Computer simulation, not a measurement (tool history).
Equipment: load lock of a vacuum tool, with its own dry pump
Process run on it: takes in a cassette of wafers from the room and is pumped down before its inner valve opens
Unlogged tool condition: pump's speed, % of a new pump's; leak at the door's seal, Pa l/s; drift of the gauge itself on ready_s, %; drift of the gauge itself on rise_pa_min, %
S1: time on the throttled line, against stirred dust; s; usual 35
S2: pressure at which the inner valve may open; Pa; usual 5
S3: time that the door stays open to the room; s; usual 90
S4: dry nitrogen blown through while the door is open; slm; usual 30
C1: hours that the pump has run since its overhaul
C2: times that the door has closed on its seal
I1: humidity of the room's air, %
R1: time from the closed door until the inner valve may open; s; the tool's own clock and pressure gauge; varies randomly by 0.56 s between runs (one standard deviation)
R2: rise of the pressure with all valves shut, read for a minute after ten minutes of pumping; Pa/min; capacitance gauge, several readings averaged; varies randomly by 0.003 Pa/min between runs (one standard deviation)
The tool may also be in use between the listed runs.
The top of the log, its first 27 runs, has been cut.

{"run": 28, "day": 298.208, "S1": 35, "S2": 5, "S3": 121, "S4": 12, "C1": 17324, "C2": 5583, "I1": 45.7, "R1": 95.6, "R2": 0.096}
{"day": 310.692, "done": "dry pump taken out, an overhauled one fitted"}
{"run": 29, "day": 311.158, "S1": 35, "S2": 5, "S3": 121, "S4": 12, "C1": 11, "C2": 6986, "I1": 45.8, "R1": 80.5, "R2": 0.103}
{"run": 30, "day": 327.188, "S1": 35, "S2": 7, "S3": 164, "S4": 6, "C1": 396, "C2": 8758, "I1": 42.5, "R1": 79, "R2": 0.127}
{"run": 31, "day": 339.292, "S1": 43, "S2": 9, "S3": 87, "S4": 13, "C1": 686, "C2": 10095, "I1": 50.8, "R1": 82.8, "R2": 0.121}
{"run": 32, "day": 349.617, "S1": 21, "S2": 6, "S3": 81, "S4": 13, "C1": 934, "C2": 11237, "I1": 44.9, "R1": 68.2, "R2": 0.108}
{"run": 33, "day": 359.538, "S1": 60, "S2": 7, "S3": 90, "S4": 30, "C1": 1172, "C2": 12333, "I1": 45.9, "R1": 98.3, "R2": 0.103}
{"run": 34, "day": 373.917, "S1": 60, "S2": 7, "S3": 90, "S4": 30, "C1": 1517, "C2": 13922, "I1": 45.1, "R1": 97.9, "R2": 0.118}
{"run": 35, "day": 387.671, "S1": 19, "S2": 5, "S3": 214, "S4": 30, "C1": 1847, "C2": 15442, "I1": 44.3, "R1": 69.3, "R2": 0.148}
{"run": 36, "day": 400.583, "S1": 35, "S2": 4, "S3": 138, "S4": 30, "C1": 2157, "C2": 16869, "I1": 51, "R1": 84.1, "R2": 0.15}
{"run": 37, "day": 409.654, "S1": 35, "S2": 5, "S3": 28, "S4": 8, "C1": 2375, "C2": 17872, "I1": 45.5, "R1": 82.1, "R2": 0.15}

Each row is a separate what-if for the run after 37, all from the same tool condition, not one after another. Results?
{"run": "A", "day": 424.517, "S1": 63, "S2": 5, "S3": 100, "S4": 30, "C1": 2732, "C2": 19514, "I1": 44.5, "R1": "?", "R2": "?"}
{"run": "B", "day": 424.517, "S1": 35, "S2": 5, "S3": 90, "S4": 8, "C1": 2732, "C2": 19514, "I1": 45.1, "R1": "?", "R2": "?"}
{"run": "C", "day": 424.517, "S1": 62, "S2": 5, "S3": 90, "S4": 8, "C1": 2732, "C2": 19514, "I1": 44.6, "R1": "?", "R2": "?"}
{"run": "D", "day": 424.517, "S1": 35, "S2": 8, "S3": 90, "S4": 27, "C1": 2732, "C2": 19514, "I1": 45.6, "R1": "?", "R2": "?"}

run=A R1=103.6 R2=0.158
run=B R1=82.3 R2=0.186
run=C R1=102.9 R2=0.18
run=D R1=79.5 R2=0.16
Without the tool's hidden state the same runs would have given:
run=A R1=101 R2=0.047
run=B R1=79.2 R2=0.075
run=C R1=100.3 R2=0.07
run=D R1=76.7 R2=0.052

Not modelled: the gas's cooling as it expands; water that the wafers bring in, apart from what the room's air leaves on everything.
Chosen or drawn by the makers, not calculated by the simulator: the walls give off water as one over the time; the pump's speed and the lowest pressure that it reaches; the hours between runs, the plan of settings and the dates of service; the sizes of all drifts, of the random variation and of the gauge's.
